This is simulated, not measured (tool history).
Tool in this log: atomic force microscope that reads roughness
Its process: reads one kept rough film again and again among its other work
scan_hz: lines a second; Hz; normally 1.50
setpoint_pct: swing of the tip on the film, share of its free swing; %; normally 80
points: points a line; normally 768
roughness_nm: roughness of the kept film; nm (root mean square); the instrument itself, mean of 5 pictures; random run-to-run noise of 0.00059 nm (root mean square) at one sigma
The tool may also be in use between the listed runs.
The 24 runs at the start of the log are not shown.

run   hour  scan_hz  setpoint_pct  points  roughness_nm
 25  284.0     1.50            80     327        0.7423
 26  297.4     1.50            80     853        0.7446
 27  308.2     1.50            56     576        0.8372
 28  319.0     1.00            72     591        0.8115
 29  336.3     1.00            72     591        0.8108
 30  354.2     1.77            75     259        0.7523
 31  365.1     1.77            75     259        0.7517
 32  377.0     0.52            76     862        0.8304
 33  392.5     0.62            70     305        0.8339

Each row is a separate what-if for the run after 33, all from the same tool condition, not one after another. Results?
  A  404.6     1.70            56     768             ?
  B  404.6     1.50            73     858             ?
  C  404.6     1.50            79     329             ?
  D  404.6     2.00            86     416             ?

run  roughness_nm
  A        0.8316
  B        0.7786
  C        0.7481
  D        0.6677
With no hidden state in the tool, these same runs would have given:
run  roughness_nm
  A        0.8320
  B        0.7790
  C        0.7485
  D        0.6680
